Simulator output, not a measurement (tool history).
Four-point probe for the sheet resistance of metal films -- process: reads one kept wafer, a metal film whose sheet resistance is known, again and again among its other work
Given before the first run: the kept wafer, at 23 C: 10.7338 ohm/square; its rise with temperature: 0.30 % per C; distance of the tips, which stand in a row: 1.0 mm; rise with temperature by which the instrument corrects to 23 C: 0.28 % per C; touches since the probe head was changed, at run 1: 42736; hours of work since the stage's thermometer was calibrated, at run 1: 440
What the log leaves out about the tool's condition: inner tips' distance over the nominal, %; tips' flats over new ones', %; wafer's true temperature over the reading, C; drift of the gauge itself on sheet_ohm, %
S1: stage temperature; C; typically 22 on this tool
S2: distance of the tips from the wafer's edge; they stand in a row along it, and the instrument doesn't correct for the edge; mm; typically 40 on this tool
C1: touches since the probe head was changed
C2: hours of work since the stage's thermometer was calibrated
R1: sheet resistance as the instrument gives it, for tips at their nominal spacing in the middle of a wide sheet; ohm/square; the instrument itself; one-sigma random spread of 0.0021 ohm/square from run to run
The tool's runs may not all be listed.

run 1 hour=0 | S1=22 S2=40 | C1=42736 C2=440 | R1=10.748081
run 2 hour=19.8 | S1=22 S2=40 | C1=43486 C2=453 | R1=10.747637
run 3 hour=31.3 | S1=22 S2=40 | C1=43925 C2=461 | R1=10.746947
run 4 hour=50.3 | S1=22 S2=40 | C1=44647 C2=474 | R1=10.748264
run 5 hour=72.3 | S1=22 S2=40 | C1=45483 C2=489 | R1=10.746195
run 6 hour=84.8 | S1=22 S2=40 | C1=45956 C2=498 | R1=10.749921
run 7 hour=99.2 | S1=22 S2=40 | C1=46503 C2=507 | R1=10.746407
run 8 hour=113.2 | S1=22 S2=40 | C1=47036 C2=517 | R1=10.743896
run 9 hour=139 | S1=22 S2=71 | C1=48014 C2=535 | R1=10.7438
run 10 hour=151.9 | S1=35 S2=73 | C1=48504 C2=543 | R1=10.765295
-- hour=154.1 stage's thermometer calibrated
run 11 hour=168.2 | S1=21 S2=62 | C1=49102 C2=10 | R1=10.740531
run 12 hour=190.1 | S1=29 S2=8 | C1=49937 C2=25 | R1=10.846687
-- hour=197.6 stage's thermometer calibrated, once more
run 13 hour=207.6 | S1=29 S2=8 | C1=50581 C2=7 | R1=10.836823
run 14 hour=221.3 | S1=18 S2=70 | C1=51102 C2=16 | R1=10.730035
run 15 hour=244.6 | S1=18 S2=70 | C1=51986 C2=32 | R1=10.729398
run 16 hour=265.7 | S1=27 S2=3 | C1=52790 C2=46 | R1=11.348908
run 17 hour=287.6 | S1=27 S2=3 | C1=53618 C2=61 | R1=11.347087

Some steps in R1 between neighbouring runs. How much of each would the tool show without its hidden state too (settings, what came in, random variation), and how much is left for the hidden state, with any gauge scatter that isn't in both results?
Run 12 -> 13: stage's thermometer calibrated, once more. R1 -0.009864 ohm/square: hidden state -0.005848, all else -0.004016.
Run 15 -> 16: S1 18 -> 27, S2 70 -> 3. R1 +0.61951 ohm/square: hidden state -0.000152, all else +0.619662.
